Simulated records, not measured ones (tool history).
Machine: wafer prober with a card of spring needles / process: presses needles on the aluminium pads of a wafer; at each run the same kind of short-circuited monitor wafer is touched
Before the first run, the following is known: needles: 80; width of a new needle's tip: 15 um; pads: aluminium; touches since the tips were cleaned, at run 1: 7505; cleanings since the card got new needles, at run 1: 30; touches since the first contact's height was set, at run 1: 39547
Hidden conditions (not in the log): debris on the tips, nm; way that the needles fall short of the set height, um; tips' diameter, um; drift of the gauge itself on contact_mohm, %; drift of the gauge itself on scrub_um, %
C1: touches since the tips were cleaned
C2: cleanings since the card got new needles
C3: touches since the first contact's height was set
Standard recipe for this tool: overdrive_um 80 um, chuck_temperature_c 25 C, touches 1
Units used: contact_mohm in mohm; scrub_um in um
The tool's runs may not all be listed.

{"run": 1, "hour": 0.0, "overdrive_um": 80, "chuck_temperature_c": 25, "touches": 1, "C1": 7505, "C2": 30, "C3": 39547, "contact_mohm": 233, "scrub_um": 14.7}
{"hour": 3.0, "done": "tips cleaned on abrasive film"}
{"run": 2, "hour": 15.4, "overdrive_um": 87, "chuck_temperature_c": 25, "touches": 1, "C1": 5171, "C2": 31, "C3": 45929, "contact_mohm": 229, "scrub_um": 15.99}
{"hour": 25.2, "done": "tips cleaned on abrasive film"}
{"run": 3, "hour": 33.4, "overdrive_um": 87, "chuck_temperature_c": 25, "touches": 1, "C1": 3395, "C2": 32, "C3": 53415, "contact_mohm": 226, "scrub_um": 15.98}
{"hour": 46.6, "done": "tips cleaned on abrasive film"}
{"run": 4, "hour": 49.8, "overdrive_um": 80, "chuck_temperature_c": 25, "touches": 1, "C1": 1358, "C2": 33, "C3": 60255, "contact_mohm": 222, "scrub_um": 14.67}
{"hour": 67.8, "done": "tips cleaned on abrasive film"}
{"run": 5, "hour": 71.2, "overdrive_um": 80, "chuck_temperature_c": 25, "touches": 1, "C1": 1453, "C2": 34, "C3": 69177, "contact_mohm": 221, "scrub_um": 14.64}
{"run": 6, "hour": 84.2, "overdrive_um": 80, "chuck_temperature_c": 25, "touches": 1, "C1": 6877, "C2": 34, "C3": 74601, "contact_mohm": 235, "scrub_um": 14.64}
{"hour": 88.4, "done": "tips cleaned on abrasive film"}
{"run": 7, "hour": 100.7, "overdrive_um": 80, "chuck_temperature_c": 25, "touches": 1, "C1": 5175, "C2": 35, "C3": 81475, "contact_mohm": 231, "scrub_um": 14.67}
{"hour": 109.8, "done": "tips cleaned on abrasive film"}
{"hour": 116.8, "done": "height of the first contact set anew"}
{"run": 8, "hour": 118.5, "overdrive_um": 80, "chuck_temperature_c": 25, "touches": 1, "C1": 3497, "C2": 36, "C3": 696, "contact_mohm": 227, "scrub_um": 14.72}
{"hour": 130.9, "done": "tips cleaned on abrasive film"}
{"run": 9, "hour": 134.9, "overdrive_um": 80, "chuck_temperature_c": 25, "touches": 1, "C1": 1665, "C2": 37, "C3": 7530, "contact_mohm": 218, "scrub_um": 14.73}
{"run": 10, "hour": 146.4, "overdrive_um": 80, "chuck_temperature_c": 25, "touches": 1, "C1": 6488, "C2": 37, "C3": 12353, "contact_mohm": 230, "scrub_um": 14.72}
{"hour": 151.8, "done": "tips cleaned on abrasive film"}
{"run": 11, "hour": 169.0, "overdrive_um": 80, "chuck_temperature_c": 110, "touches": 1, "C1": 7202, "C2": 38, "C3": 21749, "contact_mohm": 249, "scrub_um": 14.71}
{"hour": 173.2, "done": "tips cleaned on abrasive film"}
{"run": 12, "hour": 182.9, "overdrive_um": 84, "chuck_temperature_c": 41, "touches": 2, "C1": 4056, "C2": 39, "C3": 27511, "contact_mohm": 217, "scrub_um": 15.46}
{"run": 13, "hour": 193.0, "overdrive_um": 84, "chuck_temperature_c": 41, "touches": 2, "C1": 8265, "C2": 39, "C3": 31720, "contact_mohm": 219, "scrub_um": 15.46}
{"hour": 195.0, "done": "tips cleaned on abrasive film"}
{"run": 14, "hour": 211.2, "overdrive_um": 84, "chuck_temperature_c": 41, "touches": 2, "C1": 6800, "C2": 40, "C3": 39318, "contact_mohm": 221, "scrub_um": 15.43}
{"hour": 216.0, "done": "tips cleaned on abrasive film"}
{"run": 15, "hour": 231.8, "overdrive_um": 84, "chuck_temperature_c": 41, "touches": 1, "C1": 6612, "C2": 41, "C3": 47900, "contact_mohm": 231, "scrub_um": 15.43}
{"hour": 237.5, "done": "tips cleaned on abrasive film"}
{"run": 16, "hour": 247.2, "overdrive_um": 87, "chuck_temperature_c": 25, "touches": 1, "C1": 4048, "C2": 42, "C3": 54266, "contact_mohm": 227, "scrub_um": 15.98}

What if the next run were any one of these 5? Each begins from the tool's condition after run 16:
{"run": "A", "hour": 257.6, "overdrive_um": 74, "chuck_temperature_c": 25, "touches": 1, "C1": 8400, "C2": 42, "C3": 58618, "contact_mohm": "?", "scrub_um": "?"}
{"run": "B", "hour": 257.6, "overdrive_um": 88, "chuck_temperature_c": 86, "touches": 1, "C1": 8400, "C2": 42, "C3": 58618, "contact_mohm": "?", "scrub_um": "?"}
{"run": "C", "hour": 257.6, "overdrive_um": 87, "chuck_temperature_c": 55, "touches": 3, "C1": 8400, "C2": 42, "C3": 58618, "contact_mohm": "?", "scrub_um": "?"}
{"run": "D", "hour": 257.6, "overdrive_um": 74, "chuck_temperature_c": 57, "touches": 3, "C1": 8400, "C2": 42, "C3": 58618, "contact_mohm": "?", "scrub_um": "?"}
{"run": "E", "hour": 257.6, "overdrive_um": 88, "chuck_temperature_c": 25, "touches": 1, "C1": 8400, "C2": 42, "C3": 58618, "contact_mohm": "?", "scrub_um": "?"}

run=A contact_mohm=244 scrub_um=13.58
run=B contact_mohm=237 scrub_um=16.16
run=C contact_mohm=213 scrub_um=15.97
run=D contact_mohm=217 scrub_um=13.56
run=E contact_mohm=229 scrub_um=16.15
Stripped of hidden state, with their random variation kept, the same runs would have yielded:
run=A contact_mohm=194 scrub_um=13.65
run=B contact_mohm=204 scrub_um=16.23
run=C contact_mohm=199 scrub_um=16.04
run=D contact_mohm=200 scrub_um=13.63
run=E contact_mohm=192 scrub_um=16.22

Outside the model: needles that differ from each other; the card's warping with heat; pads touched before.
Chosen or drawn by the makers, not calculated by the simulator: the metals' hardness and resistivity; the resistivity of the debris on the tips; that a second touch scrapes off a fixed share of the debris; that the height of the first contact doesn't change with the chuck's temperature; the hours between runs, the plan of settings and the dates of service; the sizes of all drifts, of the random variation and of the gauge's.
